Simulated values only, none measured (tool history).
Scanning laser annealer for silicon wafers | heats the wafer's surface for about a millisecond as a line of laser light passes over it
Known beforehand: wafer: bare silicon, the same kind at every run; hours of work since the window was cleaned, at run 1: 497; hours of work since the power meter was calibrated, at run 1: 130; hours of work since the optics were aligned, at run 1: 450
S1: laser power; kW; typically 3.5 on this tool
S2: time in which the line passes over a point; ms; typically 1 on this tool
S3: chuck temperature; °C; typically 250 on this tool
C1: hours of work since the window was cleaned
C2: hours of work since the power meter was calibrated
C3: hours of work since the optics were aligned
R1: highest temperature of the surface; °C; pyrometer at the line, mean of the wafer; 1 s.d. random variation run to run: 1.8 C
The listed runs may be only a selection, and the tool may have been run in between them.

Run 1, hour 0: usual settings; C1 497; C2 130; C3 450. Result: R1 1016 °C.
Run 2, hour 9.7: usual settings; C1 503; C2 136; C3 456. Result: R1 1020 °C.
Run 3, hour 17.7: usual settings; C1 507; C2 140; C3 460. Result: R1 1018 °C.
Run 4, hour 25.8: usual settings; C1 511; C2 144; C3 464. Result: R1 1016 °C.
Run 5, hour 32.7: usual settings; C1 515; C2 148; C3 468. Result: R1 1016 °C.
Run 6, hour 43.6: usual settings; C1 521; C2 154; C3 474. Result: R1 1016 °C.
At hour 54.5: window over the wafer cleaned.
Run 7, hour 55.4: usual settings but S1 3.025 kW; C1 0; C2 159; C3 480. Result: R1 910 °C.
Run 8, hour 63.9: usual settings but S1 3.025 kW; C1 5; C2 164; C3 484. Result: R1 911 °C.
Run 9, hour 71: usual settings; C1 9; C2 168; C3 488. Result: R1 1039 °C.
Run 10, hour 76.7: usual settings; C1 12; C2 171; C3 491. Result: R1 1037 °C.
Run 11, hour 87.1: usual settings; C1 18; C2 177; C3 497. Result: R1 1036 °C.
Run 12, hour 94.7: usual settings; C1 22; C2 181; C3 501. Result: R1 1042 °C.
Run 13, hour 103.6: usual settings; C1 27; C2 186; C3 506. Result: R1 1038 °C.
Run 14, hour 115.4: usual settings but S1 3.137 kW; C1 33; C2 192; C3 513. Result: R1 941 °C.
Run 15, hour 127.6: usual settings but S1 3.137 kW; C1 40; C2 199; C3 519. Result: R1 940 °C.
Run 16, hour 134.5: usual settings but S1 3.297 kW, S3 264 °C; C1 44; C2 203; C3 523. Result: R1 998 °C.
Run 17, hour 143.7: usual settings but S1 3.294 kW, S2 1.04 ms, S3 254 °C; C1 49; C2 208; C3 528. Result: R1 1003 °C.
Run 18, hour 153.3: usual settings but S1 3.74 kW, S2 1.21 ms, S3 271 °C; C1 54; C2 213; C3 533. Result: R1 1225 °C.
Run 19, hour 165.6: usual settings but S2 1.12 ms, S3 237 °C; C1 61; C2 220; C3 540. Result: R1 1076 °C.
Run 20, hour 171.4: usual settings but S1 3.163 kW, S2 0.76 ms, S3 237 °C; C1 64; C2 223; C3 543. Result: R1 828 °C.
Run 21, hour 181.9: usual settings but S3 237 °C; C1 70; C2 229; C3 549. Result: R1 1020 °C.
Run 22, hour 194.2: usual settings but S1 3.536 kW, S3 215 °C; C1 77; C2 236; C3 556. Result: R1 1010 °C.
Run 23, hour 199.4: usual settings but S1 3.536 kW, S3 215 °C; C1 80; C2 239; C3 559. Result: R1 1011 °C.
Run 24, hour 211.1: usual settings but S1 3.536 kW, S3 215 °C; C1 86; C2 245; C3 565. Result: R1 1010 °C.
Run 25, hour 221.6: usual settings but S1 3.536 kW, S3 215 °C; C1 92; C2 251; C3 571. Result: R1 1009 °C.
Run 26, hour 231.8: usual settings but S1 3.831 kW, S2 0.96 ms, S3 251 °C; C1 97; C2 256; C3 577. Result: R1 1107 °C.
Run 27, hour 244.5: usual settings but S1 3.323 kW; C1 104; C2 263; C3 584. Result: R1 989 °C.
Run 28, hour 255.4: usual settings but S1 3.008 kW, S3 211 °C; C1 110; C2 269; C3 590. Result: R1 864 °C.
Run 29, hour 264.9: usual settings but S1 3.831 kW, S2 1.2 ms, S3 220 °C; C1 116; C2 275; C3 595. Result: R1 1197 °C.

Predict each of these 3 candidate next runs independently; none follows another, all start after run 29:
Run A, hour 270.2: usual settings but S1 3.454 kW, S3 264 °C; C1 119; C2 278; C3 598. Result: R1 ?.
Run B, hour 270.2: usual settings but S1 3.831 kW, S2 1.2 ms, S3 266 °C; C1 119; C2 278; C3 598. Result: R1 ?.
Run C, hour 270.2: usual settings but S1 3.315 kW, S2 0.92 ms, S3 267 °C; C1 119; C2 278; C3 598. Result: R1 ?.

run    R1
  A  1035
  B  1246
  C   966
Had the tool no hidden state, the same runs would have come out as:
run    R1
  A  1047
  B  1262
  C   978
